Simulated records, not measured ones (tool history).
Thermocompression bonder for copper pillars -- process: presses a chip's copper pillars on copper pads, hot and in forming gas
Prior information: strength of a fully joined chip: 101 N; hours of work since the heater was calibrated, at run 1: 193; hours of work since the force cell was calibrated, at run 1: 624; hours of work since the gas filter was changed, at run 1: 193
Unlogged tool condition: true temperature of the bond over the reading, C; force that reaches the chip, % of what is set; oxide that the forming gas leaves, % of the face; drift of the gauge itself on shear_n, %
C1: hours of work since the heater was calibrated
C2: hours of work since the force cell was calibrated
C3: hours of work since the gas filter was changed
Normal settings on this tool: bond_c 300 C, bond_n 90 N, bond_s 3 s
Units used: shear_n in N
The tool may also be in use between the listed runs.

{"run": 1, "hour": 0.0, "bond_c": 300, "bond_n": 90, "bond_s": 3, "C1": 193, "C2": 624, "C3": 193, "shear_n": 39.3}
{"run": 2, "hour": 13.8, "bond_c": 300, "bond_n": 90, "bond_s": 3, "C1": 204, "C2": 635, "C3": 204, "shear_n": 38.9}
{"run": 3, "hour": 39.7, "bond_c": 300, "bond_n": 90, "bond_s": 3, "C1": 225, "C2": 655, "C3": 225, "shear_n": 39.3}
{"run": 4, "hour": 67.0, "bond_c": 300, "bond_n": 90, "bond_s": 3, "C1": 246, "C2": 677, "C3": 246, "shear_n": 39.5}
{"run": 5, "hour": 86.4, "bond_c": 300, "bond_n": 90, "bond_s": 3, "C1": 262, "C2": 692, "C3": 262, "shear_n": 38.7}
{"hour": 97.5, "done": "forming gas filter changed"}
{"run": 6, "hour": 98.4, "bond_c": 300, "bond_n": 90, "bond_s": 3, "C1": 271, "C2": 701, "C3": 1, "shear_n": 42.8}
{"run": 7, "hour": 122.4, "bond_c": 300, "bond_n": 90, "bond_s": 3, "C1": 290, "C2": 720, "C3": 20, "shear_n": 42.5}
{"run": 8, "hour": 147.3, "bond_c": 299, "bond_n": 90, "bond_s": 3, "C1": 310, "C2": 740, "C3": 40, "shear_n": 41.7}
{"run": 9, "hour": 175.0, "bond_c": 299, "bond_n": 90, "bond_s": 3, "C1": 332, "C2": 762, "C3": 61, "shear_n": 42.1}
{"run": 10, "hour": 192.0, "bond_c": 299, "bond_n": 90, "bond_s": 3, "C1": 345, "C2": 776, "C3": 75, "shear_n": 41.3}
{"run": 11, "hour": 214.1, "bond_c": 299, "bond_n": 90, "bond_s": 3, "C1": 363, "C2": 793, "C3": 93, "shear_n": 42.0}
{"run": 12, "hour": 233.0, "bond_c": 299, "bond_n": 90, "bond_s": 3, "C1": 378, "C2": 808, "C3": 108, "shear_n": 41.9}
{"run": 13, "hour": 257.4, "bond_c": 299, "bond_n": 90, "bond_s": 3, "C1": 397, "C2": 828, "C3": 127, "shear_n": 40.9}
{"run": 14, "hour": 275.3, "bond_c": 300, "bond_n": 90, "bond_s": 3, "C1": 411, "C2": 842, "C3": 141, "shear_n": 42.2}
{"run": 15, "hour": 302.4, "bond_c": 300, "bond_n": 90, "bond_s": 3, "C1": 433, "C2": 863, "C3": 163, "shear_n": 41.0}
{"run": 16, "hour": 322.2, "bond_c": 300, "bond_n": 90, "bond_s": 3, "C1": 448, "C2": 879, "C3": 178, "shear_n": 41.3}
{"run": 17, "hour": 338.9, "bond_c": 300, "bond_n": 106, "bond_s": 3, "C1": 462, "C2": 892, "C3": 192, "shear_n": 44.7}
{"run": 18, "hour": 354.7, "bond_c": 300, "bond_n": 90, "bond_s": 3, "C1": 474, "C2": 905, "C3": 204, "shear_n": 40.8}
{"run": 19, "hour": 378.7, "bond_c": 300, "bond_n": 90, "bond_s": 2, "C1": 493, "C2": 924, "C3": 223, "shear_n": 35.2}
{"run": 20, "hour": 399.9, "bond_c": 300, "bond_n": 90, "bond_s": 7, "C1": 510, "C2": 941, "C3": 240, "shear_n": 54.2}
{"run": 21, "hour": 422.7, "bond_c": 300, "bond_n": 90, "bond_s": 7, "C1": 528, "C2": 959, "C3": 258, "shear_n": 54.0}
{"hour": 436.9, "done": "forming gas filter changed"}
{"run": 22, "hour": 439.7, "bond_c": 300, "bond_n": 90, "bond_s": 7, "C1": 541, "C2": 972, "C3": 2, "shear_n": 59.9}
{"run": 23, "hour": 462.5, "bond_c": 275, "bond_n": 90, "bond_s": 2, "C1": 559, "C2": 990, "C3": 20, "shear_n": 26.3}
{"run": 24, "hour": 478.9, "bond_c": 300, "bond_n": 105, "bond_s": 6, "C1": 572, "C2": 1003, "C3": 33, "shear_n": 60.1}
{"run": 25, "hour": 491.3, "bond_c": 300, "bond_n": 105, "bond_s": 6, "C1": 582, "C2": 1013, "C3": 43, "shear_n": 60.8}
{"run": 26, "hour": 503.5, "bond_c": 300, "bond_n": 105, "bond_s": 6, "C1": 592, "C2": 1023, "C3": 53, "shear_n": 60.4}
{"hour": 514.8, "done": "heater calibrated with a thermocouple chip"}
{"run": 27, "hour": 526.8, "bond_c": 300, "bond_n": 105, "bond_s": 6, "C1": 10, "C2": 1040, "C3": 70, "shear_n": 54.3}
{"run": 28, "hour": 552.2, "bond_c": 284, "bond_n": 61, "bond_s": 7, "C1": 30, "C2": 1060, "C3": 90, "shear_n": 35.9}
{"run": 29, "hour": 574.5, "bond_c": 311, "bond_n": 79, "bond_s": 7, "C1": 47, "C2": 1077, "C3": 108, "shear_n": 57.1}
{"run": 30, "hour": 592.0, "bond_c": 329, "bond_n": 107, "bond_s": 7, "C1": 61, "C2": 1091, "C3": 122, "shear_n": 74.6}
{"run": 31, "hour": 607.4, "bond_c": 329, "bond_n": 107, "bond_s": 7, "C1": 73, "C2": 1103, "C3": 134, "shear_n": 74.1}
{"run": 32, "hour": 626.4, "bond_c": 306, "bond_n": 59, "bond_s": 3, "C1": 89, "C2": 1119, "C3": 149, "shear_n": 34.8}
{"run": 33, "hour": 639.7, "bond_c": 306, "bond_n": 59, "bond_s": 3, "C1": 99, "C2": 1129, "C3": 159, "shear_n": 34.3}
{"run": 34, "hour": 667.1, "bond_c": 312, "bond_n": 56, "bond_s": 2, "C1": 121, "C2": 1151, "C3": 181, "shear_n": 30.7}
{"run": 35, "hour": 686.0, "bond_c": 312, "bond_n": 56, "bond_s": 2, "C1": 136, "C2": 1166, "C3": 196, "shear_n": 30.7}
{"run": 36, "hour": 702.1, "bond_c": 312, "bond_n": 56, "bond_s": 2, "C1": 149, "C2": 1179, "C3": 209, "shear_n": 30.8}
{"run": 37, "hour": 726.0, "bond_c": 312, "bond_n": 134, "bond_s": 7, "C1": 168, "C2": 1198, "C3": 228, "shear_n": 67.6}
{"run": 38, "hour": 753.3, "bond_c": 275, "bond_n": 78, "bond_s": 7, "C1": 189, "C2": 1219, "C3": 250, "shear_n": 34.2}
{"run": 39, "hour": 770.2, "bond_c": 275, "bond_n": 78, "bond_s": 7, "C1": 203, "C2": 1233, "C3": 263, "shear_n": 34.1}
{"hour": 778.1, "done": "forming gas filter changed"}
{"run": 40, "hour": 792.3, "bond_c": 271, "bond_n": 86, "bond_s": 3, "C1": 220, "C2": 1250, "C3": 11, "shear_n": 27.0}
{"run": 41, "hour": 807.7, "bond_c": 274, "bond_n": 66, "bond_s": 3, "C1": 232, "C2": 1262, "C3": 24, "shear_n": 23.9}

3 ways to go on from here, each from the tool as it stands after run 41. What would each give?
{"run": "A", "hour": 827.2, "bond_c": 300, "bond_n": 90, "bond_s": 3, "C1": 248, "C2": 1278, "C3": 39, "shear_n": "?"}
{"run": "B", "hour": 827.2, "bond_c": 311, "bond_n": 119, "bond_s": 7, "C1": 248, "C2": 1278, "C3": 39, "shear_n": "?"}
{"run": "C", "hour": 827.2, "bond_c": 274, "bond_n": 66, "bond_s": 2, "C1": 248, "C2": 1278, "C3": 39, "shear_n": "?"}

run=A shear_n=41.7
run=B shear_n=70.1
run=C shear_n=20.0
What these runs would have given with no unlogged condition in the tool:
run=A shear_n=41.1
run=B shear_n=69.7
run=C shear_n=19.5
